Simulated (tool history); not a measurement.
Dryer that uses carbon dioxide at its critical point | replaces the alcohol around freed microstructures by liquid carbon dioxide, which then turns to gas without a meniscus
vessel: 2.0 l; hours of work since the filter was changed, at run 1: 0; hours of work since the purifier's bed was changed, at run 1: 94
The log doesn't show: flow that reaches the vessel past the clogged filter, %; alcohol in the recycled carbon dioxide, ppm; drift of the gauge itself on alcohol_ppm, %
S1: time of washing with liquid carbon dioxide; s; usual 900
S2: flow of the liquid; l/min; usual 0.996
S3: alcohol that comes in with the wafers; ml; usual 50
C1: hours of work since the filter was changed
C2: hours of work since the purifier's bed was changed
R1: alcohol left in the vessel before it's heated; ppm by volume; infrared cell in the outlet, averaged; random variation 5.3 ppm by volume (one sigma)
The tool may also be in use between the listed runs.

run	hour	S1	S2	S3	C1	C2	R1
1	0.0	900	0.996	50	0	94	133
2	25.6	900	0.996	50	15	109	142
3	71.9	900	0.996	50	41	136	146
4	108.1	900	0.996	50	62	157	147
5	169.1	900	0.996	50	98	192	149
6	215.3	900	0.996	50	124	219	155
7	272.6	900	0.996	50	157	252	154
8	309.3	900	0.996	50	179	273	164
9	348.4	720	1.069	40	201	295	262
10	386.2	1020	0.996	33	223	317	74
11	434.6	1020	1.059	33	251	345	58

Forecast each of these 3 alternatives for the next run:
A	484.3	1020	1.059	61	280	374	?
B	484.3	1020	1.059	33	280	374	?
C	484.3	660	0.996	101	280	374	?

run	R1
A	96
B	67
C	1179
Without the tool's hidden state the same runs would have given:
run	R1
A	55
B	31
C	1010
